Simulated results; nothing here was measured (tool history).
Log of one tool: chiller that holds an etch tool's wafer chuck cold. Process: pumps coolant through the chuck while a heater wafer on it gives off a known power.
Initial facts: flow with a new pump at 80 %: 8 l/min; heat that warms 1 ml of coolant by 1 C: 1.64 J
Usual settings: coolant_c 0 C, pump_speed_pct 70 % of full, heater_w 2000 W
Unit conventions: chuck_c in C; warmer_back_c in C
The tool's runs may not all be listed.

{"run": 1, "hour": 0.0, "coolant_c": 0, "pump_speed_pct": 70, "heater_w": 2000, "chuck_c": 21.2, "warmer_back_c": 10.8}
{"run": 2, "hour": 72.7, "coolant_c": 0, "pump_speed_pct": 96, "heater_w": 2000, "chuck_c": 16.1, "warmer_back_c": 7.4}
{"run": 3, "hour": 127.2, "coolant_c": 0, "pump_speed_pct": 96, "heater_w": 2000, "chuck_c": 16.2, "warmer_back_c": 7.43}
{"run": 4, "hour": 189.9, "coolant_c": 0, "pump_speed_pct": 96, "heater_w": 2000, "chuck_c": 16.3, "warmer_back_c": 7.44}
{"run": 5, "hour": 232.4, "coolant_c": 0, "pump_speed_pct": 70, "heater_w": 2000, "chuck_c": 21.1, "warmer_back_c": 10.72}
{"run": 6, "hour": 306.8, "coolant_c": 0, "pump_speed_pct": 65, "heater_w": 2000, "chuck_c": 22.5, "warmer_back_c": 11.52}
{"hour": 326.1, "done": "chiller's thermometer calibrated"}
{"run": 7, "hour": 349.2, "coolant_c": 0, "pump_speed_pct": 65, "heater_w": 2000, "chuck_c": 22.6, "warmer_back_c": 11.61}
{"run": 8, "hour": 385.1, "coolant_c": 0, "pump_speed_pct": 70, "heater_w": 2000, "chuck_c": 21.3, "warmer_back_c": 10.68}
{"run": 9, "hour": 457.8, "coolant_c": 0, "pump_speed_pct": 70, "heater_w": 2000, "chuck_c": 21.1, "warmer_back_c": 10.62}
{"run": 10, "hour": 494.1, "coolant_c": 0, "pump_speed_pct": 70, "heater_w": 1005, "chuck_c": 10.7, "warmer_back_c": 5.4}
{"run": 11, "hour": 555.7, "coolant_c": 0, "pump_speed_pct": 70, "heater_w": 1005, "chuck_c": 10.6, "warmer_back_c": 5.37}
{"run": 12, "hour": 624.7, "coolant_c": 0, "pump_speed_pct": 70, "heater_w": 2000, "chuck_c": 21.2, "warmer_back_c": 10.63}
{"run": 13, "hour": 698.4, "coolant_c": 0, "pump_speed_pct": 70, "heater_w": 2000, "chuck_c": 21, "warmer_back_c": 10.66}
{"run": 14, "hour": 773.3, "coolant_c": 0, "pump_speed_pct": 67, "heater_w": 2917, "chuck_c": 32, "warmer_back_c": 16.33}
{"run": 15, "hour": 835.3, "coolant_c": 5, "pump_speed_pct": 70, "heater_w": 2000, "chuck_c": 26.4, "warmer_back_c": 10.65}
{"run": 16, "hour": 901.2, "coolant_c": 5, "pump_speed_pct": 70, "heater_w": 2000, "chuck_c": 26.1, "warmer_back_c": 10.62}
{"run": 17, "hour": 949.2, "coolant_c": 5, "pump_speed_pct": 70, "heater_w": 2007, "chuck_c": 26.4, "warmer_back_c": 10.83}
{"run": 18, "hour": 987.0, "coolant_c": 0, "pump_speed_pct": 72, "heater_w": 2000, "chuck_c": 20.7, "warmer_back_c": 10.37}
{"run": 19, "hour": 1066.9, "coolant_c": 0, "pump_speed_pct": 72, "heater_w": 2000, "chuck_c": 20.6, "warmer_back_c": 10.39}
{"run": 20, "hour": 1103.0, "coolant_c": 7, "pump_speed_pct": 92, "heater_w": 2513, "chuck_c": 28, "warmer_back_c": 9.77}
{"run": 21, "hour": 1165.0, "coolant_c": 7, "pump_speed_pct": 92, "heater_w": 2513, "chuck_c": 28.2, "warmer_back_c": 9.83}
{"run": 22, "hour": 1229.1, "coolant_c": 7, "pump_speed_pct": 92, "heater_w": 2513, "chuck_c": 28.2, "warmer_back_c": 9.79}
{"run": 23, "hour": 1305.1, "coolant_c": 0, "pump_speed_pct": 89, "heater_w": 1690, "chuck_c": 14.7, "warmer_back_c": 6.86}
{"run": 24, "hour": 1352.9, "coolant_c": 0, "pump_speed_pct": 89, "heater_w": 1690, "chuck_c": 14.7, "warmer_back_c": 6.86}
{"run": 25, "hour": 1392.1, "coolant_c": -9, "pump_speed_pct": 70, "heater_w": 1299, "chuck_c": 4.7, "warmer_back_c": 6.91}
{"hour": 1439.3, "done": "coolant changed, channels flushed"}
{"run": 26, "hour": 1455.7, "coolant_c": 3, "pump_speed_pct": 95, "heater_w": 2188, "chuck_c": 20.8, "warmer_back_c": 8.24}

5 options for the next run, each taken on its own from the tool as it stands now. Forecast them:
{"run": "A", "hour": 1534.4, "coolant_c": -4, "pump_speed_pct": 70, "heater_w": 2000, "chuck_c": "?", "warmer_back_c": "?"}
{"run": "B", "hour": 1534.4, "coolant_c": 9, "pump_speed_pct": 77, "heater_w": 2000, "chuck_c": "?", "warmer_back_c": "?"}
{"run": "C", "hour": 1534.4, "coolant_c": 3, "pump_speed_pct": 82, "heater_w": 2447, "chuck_c": "?", "warmer_back_c": "?"}
{"run": "D", "hour": 1534.4, "coolant_c": 7, "pump_speed_pct": 70, "heater_w": 1480, "chuck_c": "?", "warmer_back_c": "?"}
{"run": "E", "hour": 1534.4, "coolant_c": 3, "pump_speed_pct": 78, "heater_w": 2188, "chuck_c": "?", "warmer_back_c": "?"}

run=A chuck_c=17.1 warmer_back_c=10.66
run=B chuck_c=28.6 warmer_back_c=9.57
run=C chuck_c=25.7 warmer_back_c=10.92
run=D chuck_c=22.9 warmer_back_c=7.85
run=E chuck_c=24.2 warmer_back_c=10.28
Take away the tool's hidden state, keep each run's random variation, and the runs would have read:
run=A chuck_c=17.1 warmer_back_c=10.65
run=B chuck_c=28.6 warmer_back_c=9.56
run=C chuck_c=25.7 warmer_back_c=10.91
run=D chuck_c=22.8 warmer_back_c=7.84
run=E chuck_c=24.2 warmer_back_c=10.27
